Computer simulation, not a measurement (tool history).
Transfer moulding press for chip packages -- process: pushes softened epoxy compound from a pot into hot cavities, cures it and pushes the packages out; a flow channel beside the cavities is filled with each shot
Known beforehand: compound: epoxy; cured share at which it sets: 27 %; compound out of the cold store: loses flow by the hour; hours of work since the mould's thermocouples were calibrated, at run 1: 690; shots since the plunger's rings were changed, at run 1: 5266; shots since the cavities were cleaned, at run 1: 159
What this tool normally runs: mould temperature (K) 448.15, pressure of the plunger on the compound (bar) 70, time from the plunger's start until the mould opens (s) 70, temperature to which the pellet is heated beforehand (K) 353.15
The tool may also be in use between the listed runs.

run	day	mould temperature (K)	pressure of the plunger on the compound (bar)	time from the plunger's start until the mould opens (s)	temperature to which the pellet is heated beforehand (K)	hours of work since the mould's thermocouples were calibrated	shots since the plunger's rings were changed	shots since the cavities were cleaned	incoming compound's hours out of the cold store	length that the compound runs in the flow channel (mm)	greatest force on the pins that push the packages out (N)
1	0	448.15	70	70	353.15	690	5266	159	39.5	577	371
# day 1.308: cavities cleaned with cleaning compound and waxed
2	1.592	448.15	70	70	353.15	719	5954	128	39.4	569	367
# day 2.112: plunger's sealing rings changed
# day 3.171: cavities cleaned with cleaning compound and waxed
3	3.846	448.15	79.8	70	353.15	759	752	303	37.2	619	388
# day 4.821: cavities cleaned with cleaning compound and waxed
4	5.596	448.15	79.8	70	353.15	791	1510	348	33.8	637	370
# day 6.475: cavities cleaned with cleaning compound and waxed
5	7.746	448.15	70	70	353.15	831	2448	569	24.1	601	394
# day 8.258: cavities cleaned with cleaning compound and waxed
# day 9.246: mould's thermocouples calibrated
6	9.246	448.15	70	70	353.15	0	3057	405	17	623	380
# day 10: cavities cleaned with cleaning compound and waxed
7	11.304	448.15	70	70	353.15	38	3955	587	13.9	627	381
# day 11.779: cavities cleaned with cleaning compound and waxed
8	12.404	448.15	70	70	353.15	58	4422	281	26.5	611	372
# day 13.504: cavities cleaned with cleaning compound and waxed
9	14.483	448.15	82.1	79	360.15	96	5329	441	23.3	661	339
# day 15.254: cavities cleaned with cleaning compound and waxed
10	15.633	447.15	81	70	359.15	117	5817	170	25.9	642	397
# day 16.554: plunger's sealing rings changed
# day 17.025: cavities cleaned with cleaning compound and waxed
11	17.025	447.15	81	70	359.15	141	183	0	15.3	674	380

Hidden condition of the tool, last listed run before each entry between runs versus first listed run after:
Between runs 1 and 2: cavities cleaned with cleaning compound and waxed (day 1.308)
  pressure that reaches the compound, % of what is set: 99.58 -> 99.53; grip of the stained cavities, % over clean ones': 0.5 -> 0.3
Between runs 2 and 3: plunger's sealing rings changed (day 2.112); cavities cleaned with cleaning compound and waxed (day 3.171)
  pressure that reaches the compound, % of what is set: 99.53 -> 99.94; grip of the stained cavities, % over clean ones': 0.3 -> 0.7
Between runs 3 and 4: cavities cleaned with cleaning compound and waxed (day 4.821)
  pressure that reaches the compound, % of what is set: 99.94 -> 99.88; grip of the stained cavities, % over clean ones': 0.7 -> 0.8
Between runs 4 and 5: cavities cleaned with cleaning compound and waxed (day 6.475)
  true mould temperature over the reading, C: -0.03 -> -0.04; pressure that reaches the compound, % of what is set: 99.88 -> 99.81; grip of the stained cavities, % over clean ones': 0.8 -> 1.1
Between runs 5 and 6: cavities cleaned with cleaning compound and waxed (day 8.258); mould's thermocouples calibrated (day 9.246)
  true mould temperature over the reading, C: -0.04 -> 0; pressure that reaches the compound, % of what is set: 99.81 -> 99.76; grip of the stained cavities, % over clean ones': 1.1 -> 0.9
Between runs 6 and 7: cavities cleaned with cleaning compound and waxed (day 10)
  true mould temperature over the reading, C: 0 -> -0.01; pressure that reaches the compound, % of what is set: 99.76 -> 99.69; grip of the stained cavities, % over clean ones': 0.9 -> 1.2
Between runs 7 and 8: cavities cleaned with cleaning compound and waxed (day 11.779)
  pressure that reaches the compound, % of what is set: 99.69 -> 99.66; grip of the stained cavities, % over clean ones': 1.2 -> 0.7
Between runs 8 and 9: cavities cleaned with cleaning compound and waxed (day 13.504)
  pressure that reaches the compound, % of what is set: 99.66 -> 99.59; grip of the stained cavities, % over clean ones': 0.7 -> 1
Between runs 9 and 10: cavities cleaned with cleaning compound and waxed (day 15.254)
  pressure that reaches the compound, % of what is set: 99.59 -> 99.55; grip of the stained cavities, % over clean ones': 1 -> 0.5
Between runs 10 and 11: plunger's sealing rings changed (day 16.554); cavities cleaned with cleaning compound and waxed (day 17.025)
  pressure that reaches the compound, % of what is set: 99.55 -> 99.98; grip of the stained cavities, % over clean ones': 0.5 -> 0
